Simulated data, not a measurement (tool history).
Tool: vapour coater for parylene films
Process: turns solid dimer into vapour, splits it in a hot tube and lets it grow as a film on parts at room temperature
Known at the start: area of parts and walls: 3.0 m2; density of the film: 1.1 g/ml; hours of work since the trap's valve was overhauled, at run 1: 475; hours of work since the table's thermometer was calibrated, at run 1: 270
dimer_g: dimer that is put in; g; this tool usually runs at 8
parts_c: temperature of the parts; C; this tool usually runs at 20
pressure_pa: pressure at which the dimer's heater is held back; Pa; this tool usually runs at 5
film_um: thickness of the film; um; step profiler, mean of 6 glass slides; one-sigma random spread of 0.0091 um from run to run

run   hour  dimer_g  parts_c  pressure_pa  hours of work since the trap's valve was overhauled  hours of work since the table's thermometer was calibrated  film_um
  1      0        8       20            5                                                  475                                                         270    1.365
  2    8.5        8       20            5                                                  480                                                         274    1.352
  3   15.5        8       20            5                                                  483                                                         278    1.343
  4   29.6        8       20            5                                                  490                                                         285    1.359
  5   40.3        8       26            5                                                  496                                                         291    1.055
  6   52.7        8       20            5                                                  502                                                         297    1.337
  7   67.9        8       13            5                                                  510                                                         305    1.822
  8   79.2        8       13            5                                                  516                                                         311    1.816
  9   87.5        7       20            5                                                  520                                                         315    1.189
 10  103.4        7       20            5                                                  529                                                         323    1.186
 11  119.2        7       20            5                                                  537                                                         332     1.18
 12  133.7        7       20            5                                                  544                                                         339    1.173
 13  141.2        7       20            5                                                  548                                                         343    1.174
 14  150.2        7       20         3.25                                                  553                                                         348    1.252
 15  163.4        4       20         9.03                                                  560                                                         354    0.631
 16    178        4       28         8.86                                                  567                                                         362    0.475

Run 17, settings as shown, results not yet in. Your forecast:
 17  185.1        4       31         8.86                                                  571                                                         366        ?

film_um: 0.407 um
With the hidden condition absent and the run-to-run variation left alone, this run would have shown film_um 0.408 um.
